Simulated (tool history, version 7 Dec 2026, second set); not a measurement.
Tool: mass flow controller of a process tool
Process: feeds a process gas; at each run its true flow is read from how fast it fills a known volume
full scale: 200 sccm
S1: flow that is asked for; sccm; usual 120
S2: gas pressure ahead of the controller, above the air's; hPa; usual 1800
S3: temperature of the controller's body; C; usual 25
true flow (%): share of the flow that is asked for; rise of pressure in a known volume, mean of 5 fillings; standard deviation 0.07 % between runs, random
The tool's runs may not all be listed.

{"run": 1, "hour": 0.0, "S1": 120, "S2": 1800, "S3": 25, "true flow (%)": 99.45}
{"run": 2, "hour": 75.4, "S1": 161, "S2": 1800, "S3": 25, "true flow (%)": 99.7}
{"run": 3, "hour": 143.8, "S1": 161, "S2": 1800, "S3": 25, "true flow (%)": 99.59}
{"run": 4, "hour": 270.5, "S1": 161, "S2": 1800, "S3": 25, "true flow (%)": 99.56}
{"run": 5, "hour": 371.5, "S1": 161, "S2": 1800, "S3": 25, "true flow (%)": 99.7}
{"run": 6, "hour": 424.4, "S1": 120, "S2": 1800, "S3": 35, "true flow (%)": 100.32}
{"run": 7, "hour": 544.6, "S1": 120, "S2": 1800, "S3": 35, "true flow (%)": 100.22}
{"run": 8, "hour": 627.0, "S1": 120, "S2": 1800, "S3": 35, "true flow (%)": 100.32}
{"run": 9, "hour": 705.3, "S1": 75, "S2": 1800, "S3": 25, "true flow (%)": 98.98}
{"run": 10, "hour": 781.5, "S1": 74, "S2": 1800, "S3": 25, "true flow (%)": 98.99}
{"run": 11, "hour": 840.9, "S1": 120, "S2": 2660, "S3": 25, "true flow (%)": 99.75}
{"run": 12, "hour": 920.3, "S1": 120, "S2": 2590, "S3": 25, "true flow (%)": 99.49}
{"run": 13, "hour": 995.6, "S1": 120, "S2": 2590, "S3": 25, "true flow (%)": 99.71}
{"run": 14, "hour": 1101.6, "S1": 120, "S2": 2530, "S3": 26, "true flow (%)": 99.59}
{"run": 15, "hour": 1180.7, "S1": 120, "S2": 2530, "S3": 26, "true flow (%)": 99.72}
{"run": 16, "hour": 1294.3, "S1": 22, "S2": 2530, "S3": 34, "true flow (%)": 99.62}
{"run": 17, "hour": 1383.7, "S1": 120, "S2": 1560, "S3": 20, "true flow (%)": 98.92}
{"run": 18, "hour": 1485.8, "S1": 120, "S2": 1560, "S3": 20, "true flow (%)": 98.82}
{"run": 19, "hour": 1601.2, "S1": 55, "S2": 2650, "S3": 25, "true flow (%)": 99.31}

The next listed run, before its measurement:
{"run": 20, "hour": 1712.5, "S1": 40, "S2": 2600, "S3": 25, "true flow (%)": "?"}

{"run 20": {"true flow (%)": 99.15}}
Without the tool's hidden state the same run would have given true flow (%) 99.14.
